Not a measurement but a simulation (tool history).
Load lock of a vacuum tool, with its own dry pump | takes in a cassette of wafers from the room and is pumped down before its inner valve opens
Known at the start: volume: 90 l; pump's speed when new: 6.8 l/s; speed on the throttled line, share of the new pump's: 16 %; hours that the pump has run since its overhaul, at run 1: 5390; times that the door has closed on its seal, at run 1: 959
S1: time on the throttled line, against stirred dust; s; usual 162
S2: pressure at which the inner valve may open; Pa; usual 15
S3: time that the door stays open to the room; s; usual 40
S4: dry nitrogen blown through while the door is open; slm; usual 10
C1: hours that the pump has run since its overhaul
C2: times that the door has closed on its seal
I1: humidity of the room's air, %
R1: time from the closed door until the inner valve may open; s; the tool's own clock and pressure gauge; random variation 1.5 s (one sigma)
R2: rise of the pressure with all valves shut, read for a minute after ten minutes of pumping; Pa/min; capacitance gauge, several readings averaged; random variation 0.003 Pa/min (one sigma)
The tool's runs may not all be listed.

{"run": 1, "day": 0.0, "S1": 162, "S2": 15, "S3": 40, "S4": 10, "C1": 5390, "C2": 959, "I1": 44.9, "R1": 260.1, "R2": 0.031}
{"run": 2, "day": 11.638, "S1": 162, "S2": 15, "S3": 40, "S4": 10, "C1": 5669, "C2": 1524, "I1": 46.3, "R1": 256.6, "R2": 0.044}
{"run": 3, "day": 24.667, "S1": 162, "S2": 15, "S3": 40, "S4": 10, "C1": 5982, "C2": 2158, "I1": 44.2, "R1": 260.1, "R2": 0.049}
{"run": 4, "day": 37.171, "S1": 162, "S2": 15, "S3": 40, "S4": 10, "C1": 6282, "C2": 2765, "I1": 44.6, "R1": 261.4, "R2": 0.06}
{"run": 5, "day": 47.167, "S1": 162, "S2": 15, "S3": 40, "S4": 10, "C1": 6522, "C2": 3251, "I1": 46.8, "R1": 262.6, "R2": 0.068}
{"run": 6, "day": 55.933, "S1": 162, "S2": 15, "S3": 40, "S4": 10, "C1": 6732, "C2": 3677, "I1": 44.9, "R1": 260, "R2": 0.076}
{"run": 7, "day": 63.188, "S1": 134, "S2": 15, "S3": 40, "S4": 10, "C1": 6906, "C2": 4030, "I1": 39.5, "R1": 238, "R2": 0.077}
{"run": 8, "day": 74.725, "S1": 134, "S2": 15, "S3": 40, "S4": 10, "C1": 7183, "C2": 4590, "I1": 49.9, "R1": 236.8, "R2": 0.09}
{"run": 9, "day": 88.85, "S1": 134, "S2": 15, "S3": 40, "S4": 10, "C1": 7522, "C2": 5277, "I1": 46.2, "R1": 240.8, "R2": 0.106}
{"run": 10, "day": 98.367, "S1": 134, "S2": 15, "S3": 40, "S4": 10, "C1": 7750, "C2": 5739, "I1": 43.6, "R1": 237.9, "R2": 0.114}
{"run": 11, "day": 110.421, "S1": 162, "S2": 15, "S3": 154, "S4": 10, "C1": 8040, "C2": 6325, "I1": 46.2, "R1": 263.6, "R2": 0.182}
{"run": 12, "day": 121.279, "S1": 162, "S2": 15, "S3": 154, "S4": 10, "C1": 8300, "C2": 6853, "I1": 44.4, "R1": 263.3, "R2": 0.184}
{"run": 13, "day": 131.167, "S1": 162, "S2": 15, "S3": 139, "S4": 10, "C1": 8538, "C2": 7333, "I1": 44.9, "R1": 263.5, "R2": 0.192}
{"run": 14, "day": 139.012, "S1": 162, "S2": 15, "S3": 139, "S4": 10, "C1": 8726, "C2": 7714, "I1": 46.4, "R1": 263.8, "R2": 0.209}
{"run": 15, "day": 148.417, "S1": 162, "S2": 15, "S3": 139, "S4": 10, "C1": 8952, "C2": 8171, "I1": 44, "R1": 264.3, "R2": 0.221}
{"run": 16, "day": 163.0, "S1": 162, "S2": 15, "S3": 139, "S4": 10, "C1": 9302, "C2": 8880, "I1": 43.4, "R1": 268.1, "R2": 0.237}
{"run": 17, "day": 173.733, "S1": 162, "S2": 15, "S3": 139, "S4": 10, "C1": 9559, "C2": 9402, "I1": 48.5, "R1": 268.1, "R2": 0.259}
{"run": 18, "day": 183.121, "S1": 162, "S2": 15, "S3": 139, "S4": 10, "C1": 9785, "C2": 9858, "I1": 48.5, "R1": 266, "R2": 0.269}

The next listed run, before its measurement:
{"run": 19, "day": 191.167, "S1": 162, "S2": 15, "S3": 139, "S4": 10, "C1": 9978, "C2": 10249, "I1": 42.6, "R1": "?", "R2": "?"}

Run 19 gave R1 270 s, R2 0.273 Pa/min.
Without the tool's hidden state the same run would have given R1 255.7 s, R2 0.074 Pa/min.
